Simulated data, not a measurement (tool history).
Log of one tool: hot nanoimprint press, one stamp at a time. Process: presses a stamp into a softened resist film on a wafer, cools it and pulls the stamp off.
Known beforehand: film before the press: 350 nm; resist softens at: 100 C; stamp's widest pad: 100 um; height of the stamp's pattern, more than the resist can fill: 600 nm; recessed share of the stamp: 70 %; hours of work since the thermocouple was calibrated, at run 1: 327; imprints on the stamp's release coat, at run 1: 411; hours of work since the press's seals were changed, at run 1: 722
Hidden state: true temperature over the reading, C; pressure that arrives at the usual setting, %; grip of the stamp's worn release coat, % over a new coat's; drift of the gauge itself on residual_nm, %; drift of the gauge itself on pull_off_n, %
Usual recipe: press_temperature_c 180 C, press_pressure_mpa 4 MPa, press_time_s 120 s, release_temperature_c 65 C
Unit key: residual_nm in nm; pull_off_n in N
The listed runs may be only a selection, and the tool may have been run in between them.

run,hour,press_temperature_c,press_pressure_mpa,press_time_s,release_temperature_c,hours of work since the thermocouple was calibrated,imprints on the stamp's release coat,hours of work since the press's seals were changed,residual_nm,pull_off_n
1,0,180,4,120,65,327,411,722,165.6,113
2,44.8,180,4,120,65,350,573,746,165.5,114
3,74.9,180,4,120,65,366,682,761,167.1,116
4,117.5,180,4,120,65,388,836,783,169,121
5,163.8,180,4,120,65,412,1004,807,169,123
6,187,180,4,205,65,424,1088,819,138.9,118
7,219.6,180,4,205,65,441,1206,836,139.2,125
8,262.4,180,4,205,65,463,1361,858,141.8,129
9,303.8,180,4,205,65,484,1511,880,139.9,134
# hour 310.1: plate thermocouple calibrated
10,332.1,180,4,205,67,11,1602,893,143.9,132
11,364.7,180,4.85,205,62,28,1720,910,131.9,137
# hour 390.9: plate thermocouple calibrated, once more
12,405.7,181,4.85,144,62,8,1858,929,135,139

For run 13, what comes out?
# hour 423.6: stamp cleaned and given a new release coat
13,442.3,181,4.85,144,62,24,68,945,?,?

Run 13 produced residual_nm 134.9 nm, pull_off_n 102 N.
Minus the tool's unlogged condition, the same run would have read residual_nm 127.8 nm, pull_off_n 101 N.
